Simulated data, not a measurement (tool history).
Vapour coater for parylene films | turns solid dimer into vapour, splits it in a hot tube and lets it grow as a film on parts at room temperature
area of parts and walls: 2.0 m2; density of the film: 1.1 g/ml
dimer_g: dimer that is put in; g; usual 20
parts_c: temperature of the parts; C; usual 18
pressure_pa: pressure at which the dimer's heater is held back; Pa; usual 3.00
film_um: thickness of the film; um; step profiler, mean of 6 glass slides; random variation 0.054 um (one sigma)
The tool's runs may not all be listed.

run 1 hour=0.0 | dimer_g=20 parts_c=18 pressure_pa=3.00 | film_um=6.30
run 2 hour=16.2 | dimer_g=20 parts_c=18 pressure_pa=3.00 | film_um=6.32
run 3 hour=32.4 | dimer_g=20 parts_c=18 pressure_pa=3.00 | film_um=6.32
run 4 hour=51.9 | dimer_g=20 parts_c=18 pressure_pa=3.00 | film_um=6.24
run 5 hour=62.6 | dimer_g=20 parts_c=18 pressure_pa=3.00 | film_um=6.35
run 6 hour=73.3 | dimer_g=20 parts_c=18 pressure_pa=3.00 | film_um=6.24
run 7 hour=83.7 | dimer_g=20 parts_c=18 pressure_pa=3.00 | film_um=6.30
run 8 hour=101.7 | dimer_g=20 parts_c=18 pressure_pa=3.00 | film_um=6.26
run 9 hour=115.8 | dimer_g=20 parts_c=19 pressure_pa=3.00 | film_um=5.94
run 10 hour=126.8 | dimer_g=20 parts_c=19 pressure_pa=3.00 | film_um=5.99
run 11 hour=137.2 | dimer_g=20 parts_c=18 pressure_pa=3.00 | film_um=6.26
run 12 hour=153.2 | dimer_g=20 parts_c=18 pressure_pa=3.00 | film_um=6.32
run 13 hour=170.5 | dimer_g=20 parts_c=18 pressure_pa=3.00 | film_um=6.30
run 14 hour=183.5 | dimer_g=20 parts_c=18 pressure_pa=3.00 | film_um=6.34
run 15 hour=202.7 | dimer_g=20 parts_c=18 pressure_pa=9.97 | film_um=4.81
run 16 hour=216.0 | dimer_g=20 parts_c=18 pressure_pa=3.00 | film_um=6.23
run 17 hour=238.1 | dimer_g=20 parts_c=18 pressure_pa=3.00 | film_um=6.36
run 18 hour=251.8 | dimer_g=20 parts_c=18 pressure_pa=3.00 | film_um=6.31
run 19 hour=266.4 | dimer_g=20 parts_c=18 pressure_pa=3.00 | film_um=6.31
run 20 hour=287.6 | dimer_g=20 parts_c=18 pressure_pa=3.00 | film_um=6.20
run 21 hour=305.5 | dimer_g=20 parts_c=18 pressure_pa=4.78 | film_um=5.71
run 22 hour=314.9 | dimer_g=17 parts_c=19 pressure_pa=5.83 | film_um=4.43
run 23 hour=337.0 | dimer_g=17 parts_c=19 pressure_pa=5.83 | film_um=4.36
run 24 hour=353.9 | dimer_g=17 parts_c=19 pressure_pa=2.41 | film_um=5.34
run 25 hour=368.5 | dimer_g=25 parts_c=18 pressure_pa=3.00 | film_um=7.86
run 26 hour=379.5 | dimer_g=14 parts_c=18 pressure_pa=3.62 | film_um=4.24
run 27 hour=392.7 | dimer_g=16 parts_c=11 pressure_pa=10.88 | film_um=5.09

Forecast run 28:
run 28 hour=413.5 | dimer_g=17 parts_c=30 pressure_pa=10.88 | film_um=?

{"run 28": {"film_um": 2.3}}
Without the tool's hidden state the same run would have given film_um 2.31 um.
